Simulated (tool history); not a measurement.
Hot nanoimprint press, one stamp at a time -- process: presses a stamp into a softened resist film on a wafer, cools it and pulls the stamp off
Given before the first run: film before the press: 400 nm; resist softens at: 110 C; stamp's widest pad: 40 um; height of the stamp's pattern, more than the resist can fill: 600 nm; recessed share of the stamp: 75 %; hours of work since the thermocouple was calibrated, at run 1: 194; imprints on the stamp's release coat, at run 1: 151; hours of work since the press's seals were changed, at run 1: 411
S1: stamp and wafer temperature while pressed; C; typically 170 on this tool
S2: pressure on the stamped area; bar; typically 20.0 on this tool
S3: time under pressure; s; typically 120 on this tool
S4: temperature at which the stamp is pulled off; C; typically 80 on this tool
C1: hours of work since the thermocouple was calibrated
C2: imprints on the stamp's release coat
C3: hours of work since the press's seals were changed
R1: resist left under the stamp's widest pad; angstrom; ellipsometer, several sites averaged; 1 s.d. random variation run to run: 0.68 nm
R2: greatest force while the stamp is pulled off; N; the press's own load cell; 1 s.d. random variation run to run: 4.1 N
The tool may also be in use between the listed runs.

{"run": 1, "hour": 0.0, "S1": 170, "S2": 20.0, "S3": 120, "S4": 80, "C1": 194, "C2": 151, "C3": 411, "R1": 1531, "R2": 203}
{"run": 2, "hour": 91.8, "S1": 170, "S2": 20.0, "S3": 120, "S4": 80, "C1": 267, "C2": 414, "C3": 484, "R1": 1510, "R2": 224}
{"run": 3, "hour": 147.3, "S1": 170, "S2": 20.0, "S3": 120, "S4": 80, "C1": 311, "C2": 573, "C3": 528, "R1": 1500, "R2": 226}
{"hour": 179.3, "done": "plate thermocouple calibrated"}
{"run": 4, "hour": 240.5, "S1": 170, "S2": 29.9, "S3": 120, "S4": 80, "C1": 49, "C2": 832, "C3": 600, "R1": 1258, "R2": 256}
{"run": 5, "hour": 297.4, "S1": 164, "S2": 20.0, "S3": 120, "S4": 80, "C1": 94, "C2": 995, "C3": 645, "R1": 2038, "R2": 258}
{"run": 6, "hour": 386.7, "S1": 170, "S2": 20.0, "S3": 120, "S4": 86, "C1": 165, "C2": 1251, "C3": 716, "R1": 1532, "R2": 235}
{"hour": 432.7, "done": "stamp cleaned and given a new release coat"}
{"run": 7, "hour": 450.2, "S1": 170, "S2": 13.5, "S3": 120, "S4": 80, "C1": 211, "C2": 50, "C3": 762, "R1": 1863, "R2": 200}
{"run": 8, "hour": 526.8, "S1": 170, "S2": 13.5, "S3": 120, "S4": 80, "C1": 272, "C2": 270, "C3": 823, "R1": 1856, "R2": 214}
{"run": 9, "hour": 571.1, "S1": 170, "S2": 13.5, "S3": 120, "S4": 80, "C1": 307, "C2": 397, "C3": 858, "R1": 1849, "R2": 221}
{"hour": 605.0, "done": "plate thermocouple calibrated"}
{"run": 10, "hour": 660.6, "S1": 170, "S2": 13.5, "S3": 120, "S4": 80, "C1": 44, "C2": 644, "C3": 927, "R1": 1916, "R2": 239}
{"run": 11, "hour": 745.0, "S1": 170, "S2": 12.2, "S3": 120, "S4": 80, "C1": 112, "C2": 886, "C3": 995, "R1": 2000, "R2": 267}
{"run": 12, "hour": 826.8, "S1": 170, "S2": 12.2, "S3": 120, "S4": 71, "C1": 177, "C2": 1121, "C3": 1060, "R1": 1973, "R2": 339}
{"hour": 919.2, "done": "stamp cleaned and given a new release coat"}
{"run": 13, "hour": 921.5, "S1": 170, "S2": 20.0, "S3": 120, "S4": 80, "C1": 247, "C2": 7, "C3": 1130, "R1": 1548, "R2": 194}
{"run": 14, "hour": 979.8, "S1": 170, "S2": 18.5, "S3": 120, "S4": 80, "C1": 294, "C2": 174, "C3": 1177, "R1": 1605, "R2": 203}
{"hour": 1036.4, "done": "plate thermocouple calibrated"}
{"hour": 1059.5, "done": "press's hydraulic seals changed and the load cell set to zero"}
{"run": 15, "hour": 1065.0, "S1": 170, "S2": 18.5, "S3": 120, "S4": 80, "C1": 16, "C2": 386, "C3": 4, "R1": 1597, "R2": 222}
{"run": 16, "hour": 1135.1, "S1": 172, "S2": 13.8, "S3": 68, "S4": 66, "C1": 72, "C2": 587, "C3": 60, "R1": 2070, "R2": 313}
{"run": 17, "hour": 1176.4, "S1": 178, "S2": 28.7, "S3": 95, "S4": 68, "C1": 105, "C2": 706, "C3": 93, "R1": 964, "R2": 325}
{"run": 18, "hour": 1237.0, "S1": 164, "S2": 14.3, "S3": 120, "S4": 80, "C1": 153, "C2": 879, "C3": 141, "R1": 2329, "R2": 244}
{"run": 19, "hour": 1305.3, "S1": 164, "S2": 14.3, "S3": 120, "S4": 80, "C1": 208, "C2": 1075, "C3": 196, "R1": 2312, "R2": 264}
{"run": 20, "hour": 1378.2, "S1": 164, "S2": 14.3, "S3": 120, "S4": 80, "C1": 266, "C2": 1284, "C3": 254, "R1": 2305, "R2": 282}
{"hour": 1415.6, "done": "stamp cleaned and given a new release coat"}
{"run": 21, "hour": 1461.1, "S1": 164, "S2": 14.3, "S3": 120, "S4": 80, "C1": 327, "C2": 130, "C3": 315, "R1": 2288, "R2": 202}
{"hour": 1472.6, "done": "plate thermocouple calibrated"}
{"run": 22, "hour": 1520.9, "S1": 164, "S2": 12.3, "S3": 91, "S4": 80, "C1": 38, "C2": 293, "C3": 360, "R1": 2697, "R2": 218}
{"run": 23, "hour": 1596.6, "S1": 164, "S2": 12.3, "S3": 91, "S4": 80, "C1": 99, "C2": 510, "C3": 421, "R1": 2676, "R2": 236}
{"run": 24, "hour": 1656.8, "S1": 159, "S2": 23.5, "S3": 99, "S4": 80, "C1": 147, "C2": 682, "C3": 469, "R1": 2502, "R2": 241}
{"run": 25, "hour": 1733.8, "S1": 159, "S2": 20.0, "S3": 91, "S4": 80, "C1": 208, "C2": 902, "C3": 530, "R1": 2669, "R2": 266}
{"run": 26, "hour": 1794.3, "S1": 170, "S2": 20.0, "S3": 120, "S4": 72, "C1": 256, "C2": 1076, "C3": 578, "R1": 1515, "R2": 334}
{"run": 27, "hour": 1870.7, "S1": 170, "S2": 20.0, "S3": 120, "S4": 72, "C1": 317, "C2": 1295, "C3": 639, "R1": 1514, "R2": 356}

Take each entry between the runs: how does the hidden state at the last listed run before it differ from the hidden state at the first listed run after it?
Between runs 3 and 4: plate thermocouple calibrated (hour 179.3)
  true temperature over the reading, C: 0.73 -> 0.15; pressure that arrives at the usual setting, %: 96.78 -> 96.39; grip of the stamp's worn release coat, % over a new coat's: 19.1 -> 28.2
  measured value less the no-hidden-state value, R1: -24 -> +30 angstrom; R2: +32 -> +55 N
Between runs 6 and 7: stamp cleaned and given a new release coat (hour 432.7)
  true temperature over the reading, C: 0.47 -> 0.59; pressure that arrives at the usual setting, %: 95.77 -> 95.53; grip of the stamp's worn release coat, % over a new coat's: 43.5 -> 1.6
  measured value less the no-hidden-state value, R1: +2 -> -18 angstrom; R2: +68 -> -1 N
Between runs 9 and 10: plate thermocouple calibrated (hour 605.0)
  true temperature over the reading, C: 0.84 -> -0.01; pressure that arrives at the usual setting, %: 95.06 -> 94.69; grip of the stamp's worn release coat, % over a new coat's: 13.1 -> 21.6
  measured value less the no-hidden-state value, R1: -35 -> +35 angstrom; R2: +21 -> +43 N
Between runs 12 and 13: stamp cleaned and given a new release coat (hour 919.2)
  true temperature over the reading, C: 0.35 -> 0.54; pressure that arrives at the usual setting, %: 94.01 -> 93.63; grip of the stamp's worn release coat, % over a new coat's: 38.7 -> 0.2
  measured value less the no-hidden-state value, R1: +7 -> +16 angstrom; R2: +93 -> -3 N
Between runs 14 and 15: plate thermocouple calibrated (hour 1036.4); press's hydraulic seals changed and the load cell set to zero (hour 1059.5)
  true temperature over the reading, C: 0.66 -> -0.13; pressure that arrives at the usual setting, %: 93.37 -> 100.32; grip of the stamp's worn release coat, % over a new coat's: 5.7 -> 12.7
  measured value less the no-hidden-state value, R1: +7 -> +7 angstrom; R2: +7 -> +26 N
Between runs 20 and 21: stamp cleaned and given a new release coat (hour 1415.6)
  true temperature over the reading, C: 0.54 -> 0.71; pressure that arrives at the usual setting, %: 99 -> 98.66; grip of the stamp's worn release coat, % over a new coat's: 44.7 -> 4.2
  measured value less the no-hidden-state value, R1: -44 -> -57 angstrom; R2: +84 -> +4 N
Between runs 21 and 22: plate thermocouple calibrated (hour 1472.6)
  true temperature over the reading, C: 0.71 -> 0.01; pressure that arrives at the usual setting, %: 98.66 -> 98.39; grip of the stamp's worn release coat, % over a new coat's: 4.2 -> 9.6
  measured value less the no-hidden-state value, R1: -57 -> +9 angstrom; R2: +4 -> +19 N
